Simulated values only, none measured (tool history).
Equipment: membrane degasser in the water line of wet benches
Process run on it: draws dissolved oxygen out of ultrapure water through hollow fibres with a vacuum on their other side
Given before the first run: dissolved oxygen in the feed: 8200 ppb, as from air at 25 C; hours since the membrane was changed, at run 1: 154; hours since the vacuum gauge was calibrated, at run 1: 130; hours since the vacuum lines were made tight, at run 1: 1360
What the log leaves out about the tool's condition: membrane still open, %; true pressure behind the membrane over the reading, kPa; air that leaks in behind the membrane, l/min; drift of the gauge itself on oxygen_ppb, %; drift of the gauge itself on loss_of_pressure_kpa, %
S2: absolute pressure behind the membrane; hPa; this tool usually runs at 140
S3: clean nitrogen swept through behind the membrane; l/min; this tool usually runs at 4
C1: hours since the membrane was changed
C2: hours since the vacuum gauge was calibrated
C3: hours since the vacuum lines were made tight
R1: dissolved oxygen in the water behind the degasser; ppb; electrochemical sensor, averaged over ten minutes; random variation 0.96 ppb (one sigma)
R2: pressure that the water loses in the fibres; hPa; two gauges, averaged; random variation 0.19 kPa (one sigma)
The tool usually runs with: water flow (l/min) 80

{"run": 1, "hour": 0.0, "water flow (l/min)": 80, "S2": 140, "S3": 4, "C1": 154, "C2": 130, "C3": 1360, "R1": 460.3, "R2": 412.3}
{"run": 2, "hour": 39.7, "water flow (l/min)": 56, "S2": 140, "S3": 4, "C1": 194, "C2": 170, "C3": 1400, "R1": 337.3, "R2": 286.7}
{"run": 3, "hour": 63.2, "water flow (l/min)": 80, "S2": 140, "S3": 4, "C1": 218, "C2": 193, "C3": 1423, "R1": 461.1, "R2": 411.4}
{"run": 4, "hour": 97.8, "water flow (l/min)": 80, "S2": 140, "S3": 4, "C1": 252, "C2": 228, "C3": 1458, "R1": 462, "R2": 413.7}
{"run": 5, "hour": 143.6, "water flow (l/min)": 80, "S2": 140, "S3": 4, "C1": 298, "C2": 274, "C3": 1504, "R1": 461.5, "R2": 408.9}
{"run": 6, "hour": 185.1, "water flow (l/min)": 80, "S2": 140, "S3": 4, "C1": 340, "C2": 315, "C3": 1545, "R1": 461.8, "R2": 414}
{"run": 7, "hour": 229.5, "water flow (l/min)": 80, "S2": 140, "S3": 4, "C1": 384, "C2": 360, "C3": 1590, "R1": 459.7, "R2": 415.2}
{"run": 8, "hour": 263.2, "water flow (l/min)": 80, "S2": 113, "S3": 4, "C1": 418, "C2": 393, "C3": 1623, "R1": 350.8, "R2": 410.8}
{"run": 9, "hour": 313.8, "water flow (l/min)": 80, "S2": 113, "S3": 4, "C1": 468, "C2": 444, "C3": 1674, "R1": 351.4, "R2": 415.2}
{"run": 10, "hour": 346.4, "water flow (l/min)": 80, "S2": 320, "S3": 4, "C1": 501, "C2": 477, "C3": 1707, "R1": 1129.5, "R2": 418.6}
{"run": 11, "hour": 399.5, "water flow (l/min)": 80, "S2": 320, "S3": 4, "C1": 554, "C2": 530, "C3": 1760, "R1": 1124.3, "R2": 417.6}
{"run": 12, "hour": 444.6, "water flow (l/min)": 80, "S2": 320, "S3": 4, "C1": 599, "C2": 575, "C3": 1805, "R1": 1128.2, "R2": 416.7}
{"run": 13, "hour": 495.7, "water flow (l/min)": 109, "S2": 140, "S3": 5.12, "C1": 650, "C2": 626, "C3": 1856, "R1": 490.8, "R2": 569.9}
{"run": 14, "hour": 523.1, "water flow (l/min)": 85, "S2": 125, "S3": 2.19, "C1": 678, "C2": 653, "C3": 1883, "R1": 682.8, "R2": 441.7}
{"run": 15, "hour": 555.9, "water flow (l/min)": 50, "S2": 299, "S3": 8.01, "C1": 710, "C2": 686, "C3": 1916, "R1": 386.4, "R2": 260.6}
{"run": 16, "hour": 606.1, "water flow (l/min)": 67, "S2": 271, "S3": 10.76, "C1": 761, "C2": 736, "C3": 1966, "R1": 347.6, "R2": 348.7}
{"run": 17, "hour": 659.4, "water flow (l/min)": 67, "S2": 271, "S3": 10.76, "C1": 814, "C2": 790, "C3": 2020, "R1": 347.3, "R2": 351.7}
{"run": 18, "hour": 711.2, "water flow (l/min)": 80, "S2": 215, "S3": 5.4, "C1": 866, "C2": 841, "C3": 2071, "R1": 585.4, "R2": 422.5}
{"run": 19, "hour": 767.5, "water flow (l/min)": 80, "S2": 215, "S3": 5.4, "C1": 922, "C2": 898, "C3": 2128, "R1": 584.4, "R2": 418.5}
{"run": 20, "hour": 799.2, "water flow (l/min)": 104, "S2": 140, "S3": 2.33, "C1": 954, "C2": 929, "C3": 2159, "R1": 875.1, "R2": 549.4}
{"run": 21, "hour": 845.1, "water flow (l/min)": 80, "S2": 140, "S3": 11.05, "C1": 1000, "C2": 975, "C3": 2205, "R1": 187.3, "R2": 421.1}
{"run": 22, "hour": 883.2, "water flow (l/min)": 80, "S2": 149, "S3": 1.85, "C1": 1038, "C2": 1013, "C3": 2243, "R1": 911.6, "R2": 424.8}

Forecast run 23:
{"run": 23, "hour": 929.4, "water flow (l/min)": 80, "S2": 149, "S3": 1.85, "C1": 1084, "C2": 1060, "C3": 2290, "R1": "?", "R2": "?"}

R1: 913 ppb
R2: 425.6 hPa
Without the tool's hidden state the same run would have given R1 912.9 ppb, R2 414.9 hPa.
